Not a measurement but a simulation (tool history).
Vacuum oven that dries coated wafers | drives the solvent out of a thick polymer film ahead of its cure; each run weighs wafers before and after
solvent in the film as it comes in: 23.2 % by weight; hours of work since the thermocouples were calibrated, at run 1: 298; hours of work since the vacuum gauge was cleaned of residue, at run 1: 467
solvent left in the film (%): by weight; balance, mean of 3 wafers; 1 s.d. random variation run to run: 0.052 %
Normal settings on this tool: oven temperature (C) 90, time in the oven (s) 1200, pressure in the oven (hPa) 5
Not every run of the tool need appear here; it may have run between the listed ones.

run,hour,oven temperature (C),time in the oven (s),pressure in the oven (hPa),hours of work since the thermocouples were calibrated,hours of work since the vacuum gauge was cleaned of residue,solvent left in the film (%)
1,0,90,1200,5,298,467,1.77
2,14.8,90,1200,5,308,477,1.71
3,43.1,90,1200,5,327,497,1.74
4,66.6,90,1200,5,343,513,1.77
5,91.7,90,1200,5,361,530,1.72
6,112.8,96,1200,5,375,545,0.88
7,142,90,1200,10.01,395,565,2.34
8,167.1,90,1200,3.11,413,582,1.51
9,202,90,1200,3.11,436,606,1.56
10,224.1,90,1200,3.11,452,621,1.6
11,241.7,90,1740,5,464,633,1
12,266.9,90,780,5,481,651,3.48
13,297.5,90,1200,5,502,672,1.86
14,330.6,90,1200,5,525,694,1.8
15,362.5,90,1200,5,547,716,1.82
16,395.7,90,1200,9.25,570,739,2.43
17,417.6,90,1500,5.85,585,754,1.52
18,442.2,90,1500,5.85,602,771,1.46
# hour 447: vacuum gauge cleaned of residue and calibrated
19,457.8,90,1500,5.85,611,7,1.46
20,481.1,90,1500,5.85,627,23,1.53
21,512.3,99,2100,5,649,45,0.64
22,547,90,960,14.79,673,69,3.86
# hour 565: vacuum gauge cleaned of residue and calibrated, once more
23,566,90,660,5,685,1,4.5
24,580.8,90,660,5,695,11,4.57
25,613.3,90,660,5,717,33,4.62
26,647.9,95,1200,12.7,741,57,1.67
27,667.9,95,1200,12.7,755,71,1.67

Below are 3 alternative next runs, each starting from the tool's condition after run 27. Predict each:
A,699.5,95,1200,9.83,776,92,?
B,699.5,91,1140,9.89,776,92,?
C,699.5,95,840,12.7,776,92,?

run,solvent left in the film (%)
A,1.32
B,2.26
C,2.5
Without the tool's unlogged condition, the same runs would have read:
run,solvent left in the film (%)
A,1.13
B,1.9
C,2.13
